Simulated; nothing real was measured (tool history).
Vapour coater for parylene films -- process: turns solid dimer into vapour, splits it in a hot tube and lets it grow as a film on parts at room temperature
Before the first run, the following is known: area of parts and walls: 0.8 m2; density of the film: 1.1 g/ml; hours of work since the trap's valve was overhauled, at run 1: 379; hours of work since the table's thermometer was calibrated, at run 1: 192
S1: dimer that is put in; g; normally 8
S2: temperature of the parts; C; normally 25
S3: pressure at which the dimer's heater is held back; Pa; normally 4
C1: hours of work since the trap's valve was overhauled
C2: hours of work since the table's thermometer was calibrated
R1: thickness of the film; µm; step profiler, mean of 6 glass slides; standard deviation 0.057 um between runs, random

run 1 day=0 | S1=8 S2=25 S3=4 | C1=379 C2=192 | R1=7.19
run 2 day=2.329 | S1=8 S2=25 S3=4 | C1=422 C2=234 | R1=7.03
-- day=4.375 trap's valve overhauled
run 3 day=4.942 | S1=6 S2=25 S3=4 | C1=10 C2=279 | R1=5.51
run 4 day=6.962 | S1=6 S2=25 S3=4 | C1=47 C2=316 | R1=5.38
run 5 day=8.621 | S1=6 S2=25 S3=4 | C1=78 C2=346 | R1=5.48
run 6 day=10.875 | S1=6 S2=25 S3=4 | C1=119 C2=388 | R1=5.38
run 7 day=13.171 | S1=8 S2=25 S3=4 | C1=161 C2=430 | R1=7.11
run 8 day=14.971 | S1=8 S2=25 S3=4 | C1=194 C2=462 | R1=7.19
run 9 day=16.625 | S1=8 S2=25 S3=4 | C1=224 C2=493 | R1=7.08
run 10 day=17.996 | S1=3 S2=31 S3=4.32 | C1=249 C2=518 | R1=1.94
-- day=18.233 table's thermometer calibrated
run 11 day=20.146 | S1=9 S2=24 S3=6.93 | C1=288 C2=35 | R1=7.35
run 12 day=22.471 | S1=9 S2=24 S3=6.93 | C1=330 C2=77 | R1=7.14
run 13 day=24.2 | S1=13 S2=24 S3=4.05 | C1=362 C2=109 | R1=11.67
run 14 day=26.204 | S1=8 S2=22 S3=2.73 | C1=398 C2=146 | R1=8.42
run 15 day=27.875 | S1=10 S2=22 S3=3.85 | C1=429 C2=176 | R1=10.07
run 16 day=28.892 | S1=10 S2=33 S3=5.42 | C1=447 C2=195 | R1=5.4

For run 17, what comes out?
-- day=29.504 trap's valve overhauled
run 17 day=30.296 | S1=11 S2=21 S3=8.56 | C1=14 C2=218 | R1=?

For run 17 the tool returned R1 10.06 µm.
Minus the tool's unlogged condition, the same run would have read R1 10.41 µm.

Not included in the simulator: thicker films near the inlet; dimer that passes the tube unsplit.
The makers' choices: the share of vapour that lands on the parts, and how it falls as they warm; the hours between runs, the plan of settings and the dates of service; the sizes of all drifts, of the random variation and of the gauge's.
